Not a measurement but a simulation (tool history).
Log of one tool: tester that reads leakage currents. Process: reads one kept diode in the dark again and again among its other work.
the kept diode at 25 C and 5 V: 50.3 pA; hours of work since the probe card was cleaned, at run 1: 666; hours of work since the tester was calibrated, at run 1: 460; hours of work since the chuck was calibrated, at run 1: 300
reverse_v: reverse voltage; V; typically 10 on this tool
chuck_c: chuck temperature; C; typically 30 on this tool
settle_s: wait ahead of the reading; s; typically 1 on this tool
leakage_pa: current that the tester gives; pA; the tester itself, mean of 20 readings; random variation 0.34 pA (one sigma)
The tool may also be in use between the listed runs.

| run | hour | reverse_v | chuck_c | settle_s | hours of work since the probe card was cleaned | hours of work since the tester was calibrated | hours of work since the chuck was calibrated | leakage_pa |
|---|---|---|---|---|---|---|---|---|
| 1 | 0 | 10 | 30 | 1 | 666 | 460 | 300 | 112.3 |
| 2 | 236.3 | 10 | 30 | 1 | 786 | 579 | 419 | 111.49 |
| 3 | 384.7 | 10 | 30 | 1 | 861 | 655 | 495 | 110.87 |
| 4 | 558.5 | 10 | 30 | 1 | 949 | 743 | 583 | 110.45 |
| 5 | 730.8 | 10 | 30 | 1 | 1037 | 830 | 670 | 109.49 |
| 6 | 884.1 | 10 | 30 | 1 | 1114 | 908 | 748 | 109.02 |
| 7 | 1045.7 | 10 | 24 | 1 | 1196 | 990 | 830 | 68.13 |
| 8 | 1172.6 | 2 | 24 | 1 | 1261 | 1054 | 894 | 27.9 |
| 9 | 1443.1 | 2 | 24 | 1 | 1398 | 1191 | 1031 | 27.93 |
| 10 | 1670.8 | 2 | 24 | 1 | 1513 | 1306 | 1146 | 27.76 |
| 11 | 1881.7 | 10 | 30 | 0.5 | 1620 | 1413 | 1253 | 108.58 |
| 12 | 2130.3 | 10 | 30 | 0.39 | 1746 | 1539 | 1379 | 110.03 |
| 13 | 2335.4 | 10 | 30 | 1 | 1850 | 1643 | 1483 | 105.12 |
| 14 | 2581.5 | 10 | 30 | 1 | 1975 | 1768 | 1608 | 103.85 |
|  | 2737.3 | chuck's temperature calibrated |
| 15 | 2760.3 | 10 | 30 | 1 | 2064 | 1857 | 12 | 112.1 |
| 16 | 2933.2 | 10 | 30 | 1 | 2152 | 1945 | 99 | 111.08 |
| 17 | 3178.1 | 19.8 | 30 | 1 | 2276 | 2069 | 223 | 161.56 |
| 18 | 3301.4 | 18.1 | 30 | 1 | 2338 | 2132 | 286 | 152.68 |
| 19 | 3565.8 | 18.1 | 30 | 1 | 2472 | 2266 | 420 | 152.1 |
|  | 3581.2 | probe card cleaned and baked |
| 20 | 3801.4 | 18.1 | 30 | 1 | 112 | 2383 | 538 | 145.3 |
| 21 | 4058.4 | 18.1 | 30 | 1 | 242 | 2514 | 668 | 144.02 |
| 22 | 4181.8 | 7.7 | 39 | 0.45 | 304 | 2576 | 731 | 185.43 |
| 23 | 4375.1 | 7.7 | 39 | 0.45 | 402 | 2674 | 828 | 184.84 |
| 24 | 4643.5 | 2.9 | 30 | 1 | 538 | 2810 | 965 | 53.03 |
| 25 | 4829.9 | 10 | 30 | 0.5 | 633 | 2905 | 1059 | 104.64 |
| 26 | 5018.3 | 10 | 30 | 0.5 | 728 | 3000 | 1154 | 104.71 |
| 27 | 5250.7 | 4.7 | 35 | 5.59 | 846 | 3118 | 1272 | 98.6 |
| 28 | 5371.9 | 1.5 | 45 | 1 | 907 | 3179 | 1334 | 116.07 |
| 29 | 5570.3 | 10 | 30 | 7.62 | 1008 | 3280 | 1434 | 97.32 |
| 30 | 5718 | 10 | 57 | 0.89 | 1083 | 3355 | 1509 | 730.19 |
| 31 | 5963.4 | 10 | 26 | 5.35 | 1207 | 3479 | 1633 | 69.9 |
|  | 6069.1 | chuck's temperature calibrated |
| 32 | 6188.6 | 3.6 | 30 | 0.93 | 1320 | 3592 | 61 | 64.97 |
| 33 | 6448.4 | 3.7 | 41 | 1 | 1452 | 3724 | 192 | 153.01 |
| 34 | 6710.2 | 10 | 50 | 1 | 1585 | 3857 | 325 | 492.62 |
| 35 | 6891.8 | 13.1 | 20 | 4.79 | 1677 | 3949 | 417 | 55.98 |
| 36 | 7029.6 | 19 | 53 | 7.32 | 1746 | 4018 | 487 | 835.55 |
| 37 | 7170 | 19 | 53 | 7.32 | 1818 | 4090 | 558 | 834.28 |
| 38 | 7418.7 | 17.8 | 26 | 7.32 | 1944 | 4216 | 684 | 105.23 |
| 39 | 7550.7 | 11 | 30 | 1 | 2011 | 4282 | 751 | 114.27 |

Measured result minus the same run's result without the hidden state. Both carry the same run-to-run variation, though not necessarily the same gauge scatter:
The tool's hidden condition here consists of: stray current of the dirty probe card, pA a volt; current scale over the true one, %; true chuck temperature over the reading, C; drift of the gauge itself on leakage_pa, %.
| run | leakage_pa |
|---|---|
| 1 | -0.13 |
| 2 | -0.99 |
| 3 | -1.51 |
| 4 | -2.15 |
| 5 | -2.7 |
| 6 | -3.21 |
| 7 | -1.74 |
| 8 | -1.23 |
| 9 | -1.48 |
| 10 | -1.7 |
| 11 | -6.3 |
| 12 | -7.09 |
| 13 | -7.76 |
| 14 | -8.53 |
| 15 | -0.34 |
| 16 | -0.94 |
| 17 | -0.93 |
| 18 | -1.58 |
| 19 | -2.6 |
| 20 | -9.39 |
| 21 | -10.44 |
| 22 | -14.24 |
| 23 | -15.41 |
| 24 | -5.22 |
| 25 | -10.25 |
| 26 | -10.86 |
| 27 | -11.82 |
| 28 | -14.04 |
| 29 | -12.4 |
| 30 | -90.91 |
| 31 | -9.57 |
| 32 | -0.11 |
| 33 | -2.53 |
| 34 | -12.72 |
| 35 | +0.75 |
| 36 | -29.51 |
| 37 | -33.39 |
| 38 | -1.67 |
| 39 | -4.36 |
